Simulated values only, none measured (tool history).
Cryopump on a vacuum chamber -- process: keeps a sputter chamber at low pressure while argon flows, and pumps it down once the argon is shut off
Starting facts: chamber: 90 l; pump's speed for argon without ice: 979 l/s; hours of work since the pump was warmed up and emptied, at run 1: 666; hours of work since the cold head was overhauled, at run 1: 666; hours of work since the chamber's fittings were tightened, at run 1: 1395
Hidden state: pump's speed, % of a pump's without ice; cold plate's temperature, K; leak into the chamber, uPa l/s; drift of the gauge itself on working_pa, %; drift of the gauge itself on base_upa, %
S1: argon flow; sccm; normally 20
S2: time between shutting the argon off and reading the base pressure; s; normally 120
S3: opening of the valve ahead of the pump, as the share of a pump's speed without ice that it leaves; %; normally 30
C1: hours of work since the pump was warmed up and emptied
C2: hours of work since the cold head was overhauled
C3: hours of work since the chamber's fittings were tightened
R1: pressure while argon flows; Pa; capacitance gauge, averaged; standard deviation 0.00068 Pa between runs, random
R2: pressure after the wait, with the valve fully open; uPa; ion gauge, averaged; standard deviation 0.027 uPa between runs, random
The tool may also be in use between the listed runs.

| run | hour | S1 | S2 | S3 | C1 | C2 | C3 | R1 | R2 |
|---|---|---|---|---|---|---|---|---|---|
| 1 | 0.0 | 20 | 120 | 30 | 666 | 666 | 1395 | 0.1270 | 2.40 |
| 2 | 47.6 | 20 | 120 | 30 | 689 | 689 | 1418 | 0.1292 | 2.48 |
| 3 | 102.6 | 20 | 120 | 30 | 716 | 716 | 1445 | 0.1281 | 2.45 |
| 4 | 131.4 | 20 | 120 | 30 | 730 | 730 | 1459 | 0.1301 | 2.48 |
| 5 | 160.2 | 20 | 120 | 50 | 744 | 744 | 1473 | 0.0833 | 2.57 |
| 6 | 186.8 | 20 | 120 | 30 | 757 | 757 | 1486 | 0.1304 | 2.61 |
| 7 | 230.6 | 20 | 120 | 30 | 779 | 779 | 1508 | 0.1315 | 2.54 |
| 8 | 283.7 | 20 | 120 | 30 | 805 | 805 | 1534 | 0.1318 | 2.62 |
| 9 | 309.9 | 20 | 28 | 30 | 817 | 817 | 1546 | 0.1323 | 5.68 |
| 10 | 362.6 | 20 | 28 | 30 | 843 | 843 | 1572 | 0.1340 | 5.59 |
| 11 | 409.3 | 20 | 120 | 30 | 866 | 866 | 1595 | 0.1337 | 2.71 |
| 12 | 453.0 | 20 | 120 | 30 | 887 | 887 | 1616 | 0.1343 | 2.83 |
| 13 | 478.7 | 20 | 159 | 30 | 900 | 900 | 1629 | 0.1343 | 2.54 |
|  | 505.2 | pump warmed up, emptied and cooled again |
| 14 | 529.7 | 37 | 120 | 30 | 12 | 922 | 1651 | 0.2131 | 2.18 |
| 15 | 569.6 | 16 | 120 | 30 | 31 | 942 | 1671 | 0.0936 | 2.16 |
| 16 | 622.3 | 20 | 120 | 30 | 57 | 967 | 1696 | 0.1171 | 2.13 |
| 17 | 667.0 | 20 | 120 | 30 | 79 | 989 | 1718 | 0.1166 | 2.22 |
| 18 | 712.2 | 20 | 120 | 30 | 101 | 1011 | 1740 | 0.1165 | 2.30 |
| 19 | 753.2 | 20 | 120 | 30 | 121 | 1031 | 1760 | 0.1179 | 2.27 |
| 20 | 790.4 | 20 | 120 | 30 | 139 | 1049 | 1778 | 0.1178 | 2.28 |
| 21 | 818.1 | 20 | 120 | 30 | 153 | 1063 | 1792 | 0.1174 | 2.28 |
| 22 | 845.5 | 20 | 120 | 30 | 166 | 1076 | 1805 | 0.1178 | 2.41 |
| 23 | 868.3 | 14 | 120 | 30 | 177 | 1087 | 1816 | 0.0825 | 2.34 |
| 24 | 921.0 | 8 | 94 | 30 | 203 | 1113 | 1842 | 0.0476 | 2.60 |
| 25 | 957.0 | 21 | 243 | 30 | 220 | 1131 | 1860 | 0.1251 | 1.98 |
| 26 | 1009.9 | 35 | 243 | 27 | 246 | 1157 | 1886 | 0.2321 | 1.96 |
| 27 | 1050.8 | 35 | 243 | 27 | 266 | 1177 | 1906 | 0.2311 | 1.97 |
| 28 | 1103.3 | 31 | 120 | 55 | 292 | 1202 | 1931 | 0.1059 | 2.49 |
| 29 | 1127.5 | 19 | 292 | 20 | 304 | 1214 | 1943 | 0.1681 | 2.05 |
| 30 | 1182.9 | 19 | 292 | 20 | 331 | 1241 | 1970 | 0.1683 | 1.97 |
| 31 | 1211.2 | 12 | 120 | 30 | 345 | 1255 | 1984 | 0.0726 | 2.55 |
| 32 | 1265.5 | 23 | 261 | 39 | 371 | 1281 | 2010 | 0.1090 | 2.05 |
| 33 | 1291.0 | 23 | 261 | 39 | 383 | 1294 | 2023 | 0.1095 | 2.11 |
| 34 | 1343.8 | 23 | 261 | 39 | 409 | 1319 | 2048 | 0.1107 | 2.15 |

What if the next run were any one of these 4? Each begins from the tool's condition after run 34:
| A | 1382.8 | 18 | 261 | 21 | 428 | 1339 | 2067 | ? | ? |
| B | 1382.8 | 28 | 31 | 16 | 428 | 1339 | 2067 | ? | ? |
| C | 1382.8 | 20 | 120 | 52 | 428 | 1339 | 2067 | ? | ? |
| D | 1382.8 | 8 | 261 | 21 | 428 | 1339 | 2067 | ? | ? |

| run | R1 | R2 |
|---|---|---|
| A | 0.1534 | 2.20 |
| B | 0.3136 | 5.18 |
| C | 0.0747 | 2.63 |
| D | 0.0694 | 2.22 |
Had the tool no hidden state, the same runs would have come out as:
| run | R1 | R2 |
|---|---|---|
| A | 0.1466 | 0.71 |
| B | 0.3029 | 3.70 |
| C | 0.0670 | 1.15 |
| D | 0.0663 | 0.71 |
